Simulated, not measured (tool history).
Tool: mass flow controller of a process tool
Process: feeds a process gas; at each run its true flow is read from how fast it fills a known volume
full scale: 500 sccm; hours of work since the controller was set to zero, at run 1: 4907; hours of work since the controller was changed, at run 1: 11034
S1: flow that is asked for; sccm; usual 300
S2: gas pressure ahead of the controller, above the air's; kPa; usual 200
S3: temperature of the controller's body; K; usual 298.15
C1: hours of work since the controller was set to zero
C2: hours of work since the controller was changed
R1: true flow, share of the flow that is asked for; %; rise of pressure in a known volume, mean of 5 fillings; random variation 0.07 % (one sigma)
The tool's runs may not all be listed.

run    hour   S1   S2      S3    C1     C2     R1
  1     0.0  300  200  298.15  4907  11034  99.08
  2   268.4  107  200  298.15  5091  11219  98.04
  3   739.3  300  200  298.15  5415  11542  99.08
      906.9  -- controller exchanged for a calibrated one
  4  1127.7  300  200  298.15   152    152  99.15
  5  1621.9  300  200  298.15   491    491  99.07
  6  2015.9  300  200  298.15   762    762  99.02
  7  2424.3  300  200  298.15  1043   1043  98.99
  8  2641.9  327  200  298.15  1192   1192  99.02
  9  2978.1  327  200  298.15  1423   1423  99.24
 10  3390.8  300  200  298.15  1707   1707  99.06
 11  3859.4  300  200  298.15  2028   2028  99.06
 12  4161.0  110  278  298.15  2236   2236  97.64
 13  4378.9  438  228  295.15  2385   2385  99.21
 14  4796.3  438  228  295.15  2672   2672  99.36

The next listed run, before its measurement:
 15  5249.0  438  228  295.15  2983  2983   ?

R1: 99.23 %
Without the tool's hidden state the same run would have given R1 99.24 %.
